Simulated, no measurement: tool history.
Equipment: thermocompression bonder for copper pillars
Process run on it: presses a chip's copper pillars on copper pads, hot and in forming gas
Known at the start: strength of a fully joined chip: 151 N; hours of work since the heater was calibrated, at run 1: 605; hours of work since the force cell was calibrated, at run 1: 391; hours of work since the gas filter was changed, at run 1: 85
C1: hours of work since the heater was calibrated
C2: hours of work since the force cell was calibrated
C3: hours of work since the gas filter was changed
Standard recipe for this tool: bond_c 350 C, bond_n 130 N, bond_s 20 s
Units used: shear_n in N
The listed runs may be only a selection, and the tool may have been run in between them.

{"run": 1, "hour": 0.0, "bond_c": 350, "bond_n": 130, "bond_s": 20, "C1": 605, "C2": 391, "C3": 85, "shear_n": 68.9}
{"run": 2, "hour": 17.5, "bond_c": 350, "bond_n": 130, "bond_s": 20, "C1": 612, "C2": 398, "C3": 92, "shear_n": 68.2}
{"run": 3, "hour": 35.7, "bond_c": 350, "bond_n": 130, "bond_s": 20, "C1": 620, "C2": 406, "C3": 100, "shear_n": 67.6}
{"run": 4, "hour": 65.8, "bond_c": 333, "bond_n": 130, "bond_s": 20, "C1": 632, "C2": 419, "C3": 112, "shear_n": 59.5}
{"run": 5, "hour": 99.0, "bond_c": 333, "bond_n": 130, "bond_s": 20, "C1": 646, "C2": 433, "C3": 126, "shear_n": 58.8}
{"run": 6, "hour": 129.5, "bond_c": 350, "bond_n": 130, "bond_s": 20, "C1": 659, "C2": 445, "C3": 139, "shear_n": 66.8}
{"run": 7, "hour": 155.8, "bond_c": 350, "bond_n": 130, "bond_s": 20, "C1": 670, "C2": 457, "C3": 150, "shear_n": 66.7}
{"run": 8, "hour": 190.2, "bond_c": 350, "bond_n": 130, "bond_s": 20, "C1": 685, "C2": 471, "C3": 165, "shear_n": 66.3}
{"run": 9, "hour": 217.6, "bond_c": 350, "bond_n": 130, "bond_s": 20, "C1": 696, "C2": 483, "C3": 176, "shear_n": 65.3}
{"run": 10, "hour": 243.8, "bond_c": 350, "bond_n": 130, "bond_s": 20, "C1": 707, "C2": 494, "C3": 187, "shear_n": 64.5}
{"run": 11, "hour": 266.3, "bond_c": 350, "bond_n": 130, "bond_s": 20, "C1": 717, "C2": 503, "C3": 197, "shear_n": 65.4}
{"run": 12, "hour": 297.1, "bond_c": 350, "bond_n": 168, "bond_s": 20, "C1": 730, "C2": 516, "C3": 210, "shear_n": 73.9}
{"hour": 306.2, "done": "forming gas filter changed"}
{"run": 13, "hour": 334.4, "bond_c": 350, "bond_n": 168, "bond_s": 20, "C1": 745, "C2": 531, "C3": 12, "shear_n": 80.1}
{"run": 14, "hour": 356.6, "bond_c": 350, "bond_n": 168, "bond_s": 20, "C1": 755, "C2": 541, "C3": 21, "shear_n": 79.9}
{"hour": 361.1, "done": "heater calibrated with a thermocouple chip"}
{"run": 15, "hour": 382.2, "bond_c": 350, "bond_n": 168, "bond_s": 20, "C1": 9, "C2": 551, "C3": 31, "shear_n": 76.3}
{"run": 16, "hour": 399.2, "bond_c": 350, "bond_n": 130, "bond_s": 20, "C1": 16, "C2": 558, "C3": 38, "shear_n": 66.4}
{"run": 17, "hour": 426.8, "bond_c": 350, "bond_n": 130, "bond_s": 20, "C1": 28, "C2": 570, "C3": 50, "shear_n": 67.2}
{"run": 18, "hour": 448.7, "bond_c": 350, "bond_n": 130, "bond_s": 18, "C1": 37, "C2": 579, "C3": 59, "shear_n": 63.4}
{"run": 19, "hour": 480.6, "bond_c": 350, "bond_n": 130, "bond_s": 18, "C1": 50, "C2": 592, "C3": 73, "shear_n": 63.0}
{"run": 20, "hour": 498.1, "bond_c": 366, "bond_n": 130, "bond_s": 20, "C1": 58, "C2": 600, "C3": 80, "shear_n": 72.4}
{"run": 21, "hour": 528.8, "bond_c": 366, "bond_n": 130, "bond_s": 20, "C1": 71, "C2": 612, "C3": 93, "shear_n": 73.2}
{"run": 22, "hour": 555.2, "bond_c": 377, "bond_n": 130, "bond_s": 50, "C1": 82, "C2": 624, "C3": 104, "shear_n": 101.6}
{"hour": 573.7, "done": "heater calibrated with a thermocouple chip, once more"}
{"run": 23, "hour": 583.0, "bond_c": 350, "bond_n": 90, "bond_s": 20, "C1": 4, "C2": 634, "C3": 115, "shear_n": 59.0}
{"run": 24, "hour": 607.5, "bond_c": 350, "bond_n": 90, "bond_s": 20, "C1": 14, "C2": 645, "C3": 125, "shear_n": 59.8}
{"run": 25, "hour": 631.4, "bond_c": 339, "bond_n": 118, "bond_s": 20, "C1": 24, "C2": 655, "C3": 135, "shear_n": 63.8}
{"run": 26, "hour": 658.8, "bond_c": 339, "bond_n": 118, "bond_s": 20, "C1": 36, "C2": 666, "C3": 147, "shear_n": 63.2}
{"run": 27, "hour": 681.7, "bond_c": 334, "bond_n": 98, "bond_s": 47, "C1": 45, "C2": 676, "C3": 156, "shear_n": 74.4}
{"run": 28, "hour": 719.6, "bond_c": 356, "bond_n": 83, "bond_s": 16, "C1": 61, "C2": 692, "C3": 172, "shear_n": 52.6}
{"run": 29, "hour": 741.6, "bond_c": 350, "bond_n": 174, "bond_s": 25, "C1": 71, "C2": 701, "C3": 182, "shear_n": 86.7}
{"run": 30, "hour": 769.1, "bond_c": 353, "bond_n": 130, "bond_s": 19, "C1": 82, "C2": 713, "C3": 193, "shear_n": 69.9}
{"run": 31, "hour": 784.8, "bond_c": 340, "bond_n": 130, "bond_s": 22, "C1": 89, "C2": 719, "C3": 200, "shear_n": 67.0}
{"run": 32, "hour": 804.3, "bond_c": 335, "bond_n": 83, "bond_s": 14, "C1": 97, "C2": 728, "C3": 208, "shear_n": 41.7}
{"hour": 816.4, "done": "forming gas filter changed"}
{"run": 33, "hour": 827.6, "bond_c": 354, "bond_n": 106, "bond_s": 14, "C1": 107, "C2": 737, "C3": 5, "shear_n": 61.1}
{"run": 34, "hour": 861.6, "bond_c": 354, "bond_n": 106, "bond_s": 14, "C1": 121, "C2": 752, "C3": 19, "shear_n": 60.9}
{"run": 35, "hour": 882.5, "bond_c": 350, "bond_n": 94, "bond_s": 33, "C1": 130, "C2": 760, "C3": 28, "shear_n": 75.5}
{"run": 36, "hour": 913.9, "bond_c": 335, "bond_n": 92, "bond_s": 28, "C1": 143, "C2": 774, "C3": 41, "shear_n": 62.8}
{"run": 37, "hour": 929.5, "bond_c": 350, "bond_n": 130, "bond_s": 41, "C1": 150, "C2": 780, "C3": 48, "shear_n": 93.7}
{"run": 38, "hour": 960.8, "bond_c": 350, "bond_n": 130, "bond_s": 41, "C1": 163, "C2": 793, "C3": 61, "shear_n": 93.5}

What if the next run were any one of these 4? Each begins from the tool's condition after run 38:
{"run": "A", "hour": 995.5, "bond_c": 369, "bond_n": 128, "bond_s": 35, "C1": 177, "C2": 808, "C3": 75, "shear_n": "?"}
{"run": "B", "hour": 995.5, "bond_c": 350, "bond_n": 111, "bond_s": 41, "C1": 177, "C2": 808, "C3": 75, "shear_n": "?"}
{"run": "C", "hour": 995.5, "bond_c": 354, "bond_n": 130, "bond_s": 38, "C1": 177, "C2": 808, "C3": 75, "shear_n": "?"}
{"run": "D", "hour": 995.5, "bond_c": 367, "bond_n": 130, "bond_s": 18, "C1": 177, "C2": 808, "C3": 75, "shear_n": "?"}

run=A shear_n=95.8
run=B shear_n=86.4
run=C shear_n=91.3
run=D shear_n=77.8
Without the tool's unlogged condition, the same runs would have read:
run=A shear_n=97.1
run=B shear_n=87.5
run=C shear_n=92.6
run=D shear_n=78.6

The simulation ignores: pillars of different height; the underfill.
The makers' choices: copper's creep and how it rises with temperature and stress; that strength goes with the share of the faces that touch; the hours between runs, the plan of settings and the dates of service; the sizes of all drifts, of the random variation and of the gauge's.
